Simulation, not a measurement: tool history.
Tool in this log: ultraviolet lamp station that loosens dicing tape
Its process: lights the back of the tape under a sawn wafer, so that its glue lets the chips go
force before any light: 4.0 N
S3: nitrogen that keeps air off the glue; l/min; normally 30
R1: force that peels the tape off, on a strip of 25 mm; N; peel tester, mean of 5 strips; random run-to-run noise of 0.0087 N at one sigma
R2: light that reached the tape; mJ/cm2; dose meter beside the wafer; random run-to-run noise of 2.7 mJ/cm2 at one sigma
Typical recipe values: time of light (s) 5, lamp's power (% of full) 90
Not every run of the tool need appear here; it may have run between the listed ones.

{"run": 1, "day": 0.0, "time of light (s)": 5, "lamp's power (% of full)": 90, "S3": 30, "R1": 0.344, "R2": 354}
{"run": 2, "day": 2.725, "time of light (s)": 2, "lamp's power (% of full)": 90, "S3": 30, "R1": 1.404, "R2": 143}
{"run": 3, "day": 4.883, "time of light (s)": 2, "lamp's power (% of full)": 90, "S3": 30, "R1": 1.398, "R2": 144}
{"run": 4, "day": 8.238, "time of light (s)": 2, "lamp's power (% of full)": 90, "S3": 30, "R1": 1.424, "R2": 141}
{"day": 9.004, "done": "window cleaned of glue's vapour"}
{"run": 5, "day": 10.333, "time of light (s)": 2, "lamp's power (% of full)": 90, "S3": 30, "R1": 1.475, "R2": 141}
{"run": 6, "day": 12.104, "time of light (s)": 2, "lamp's power (% of full)": 71, "S3": 30, "R1": 1.836, "R2": 111}

Run 7, settings as shown, results not yet in. Your forecast:
{"run": 7, "day": 15.538, "time of light (s)": 4, "lamp's power (% of full)": 97, "S3": 16, "R1": "?", "R2": "?"}

For run 7 the tool returned R1 0.721 N, R2 306 mJ/cm2.
Without the tool's hidden state the same run would have given R1 0.72 N, R2 307 mJ/cm2.

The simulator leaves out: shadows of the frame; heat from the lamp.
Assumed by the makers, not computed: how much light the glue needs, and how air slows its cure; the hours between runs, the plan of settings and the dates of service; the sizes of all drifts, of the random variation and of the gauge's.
